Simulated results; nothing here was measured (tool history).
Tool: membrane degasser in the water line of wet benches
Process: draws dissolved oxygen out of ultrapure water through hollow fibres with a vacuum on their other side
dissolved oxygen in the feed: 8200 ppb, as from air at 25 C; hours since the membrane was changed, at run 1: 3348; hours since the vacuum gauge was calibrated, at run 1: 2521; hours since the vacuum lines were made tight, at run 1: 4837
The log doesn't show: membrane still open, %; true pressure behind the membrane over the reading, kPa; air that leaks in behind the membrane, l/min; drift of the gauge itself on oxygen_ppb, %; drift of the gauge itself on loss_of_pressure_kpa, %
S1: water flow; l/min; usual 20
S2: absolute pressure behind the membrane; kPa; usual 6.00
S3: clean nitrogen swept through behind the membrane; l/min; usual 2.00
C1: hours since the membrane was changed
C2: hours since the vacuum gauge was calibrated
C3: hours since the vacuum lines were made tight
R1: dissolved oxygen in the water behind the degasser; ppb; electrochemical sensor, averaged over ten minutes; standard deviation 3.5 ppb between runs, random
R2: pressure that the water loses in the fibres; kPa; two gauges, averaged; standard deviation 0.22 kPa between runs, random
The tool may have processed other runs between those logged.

| run | hour | S1 | S2 | S3 | C1 | C2 | C3 | R1 | R2 |
|---|---|---|---|---|---|---|---|---|---|
| 1 | 0.0 | 20 | 6.00 | 2.00 | 3348 | 2521 | 4837 | 345.8 | 55.31 |
| 2 | 137.1 | 20 | 13.32 | 2.00 | 3485 | 2658 | 4974 | 497.0 | 54.91 |
| 3 | 275.6 | 20 | 6.34 | 2.00 | 3623 | 2797 | 5112 | 352.1 | 54.96 |
|  | 350.2 | seals of the vacuum lines changed |
| 4 | 471.2 | 20 | 6.34 | 2.00 | 3817 | 2990 | 121 | 353.8 | 55.10 |
|  | 586.0 | vacuum gauge calibrated |
| 5 | 612.3 | 20 | 6.34 | 2.00 | 3957 | 26 | 262 | 354.5 | 55.00 |
| 6 | 803.3 | 20 | 6.34 | 2.00 | 4148 | 217 | 453 | 353.6 | 54.73 |
| 7 | 944.5 | 20 | 6.00 | 2.00 | 4290 | 359 | 594 | 344.9 | 54.59 |
| 8 | 1087.7 | 20 | 6.00 | 2.00 | 4433 | 502 | 737 | 340.6 | 54.28 |
| 9 | 1179.4 | 20 | 6.00 | 2.00 | 4525 | 593 | 829 | 344.8 | 54.30 |
| 10 | 1308.7 | 20 | 6.00 | 2.00 | 4654 | 723 | 958 | 348.2 | 53.89 |
| 11 | 1497.0 | 20 | 6.00 | 2.00 | 4842 | 911 | 1146 | 350.0 | 53.70 |
| 12 | 1671.2 | 20 | 6.00 | 2.00 | 5016 | 1085 | 1320 | 349.5 | 53.84 |
| 13 | 1774.3 | 20 | 6.00 | 2.00 | 5119 | 1188 | 1424 | 345.3 | 53.38 |
|  | 1842.6 | gauge calibrated |
| 14 | 1964.7 | 20 | 12.33 | 1.62 | 5310 | 1379 | 1614 | 522.6 | 55.05 |
| 15 | 2076.5 | 20 | 12.33 | 2.48 | 5422 | 1491 | 1726 | 441.3 | 54.98 |
| 16 | 2251.4 | 17 | 13.94 | 2.09 | 5596 | 1665 | 1901 | 386.4 | 46.91 |
| 17 | 2386.6 | 17 | 13.94 | 2.09 | 5732 | 1801 | 2036 | 396.3 | 46.77 |

Run 18 comes next. What will it give?
| 18 | 2609.6 | 29 | 13.62 | 3.95 | 5955 | 2024 | 2259 | ? | ? |

R1: 739.0 ppb
R2: 79.02 kPa
On a tool with no hidden condition, and with the same random variation, this run would have come out at R1 737.6 ppb, R2 79.92 kPa.
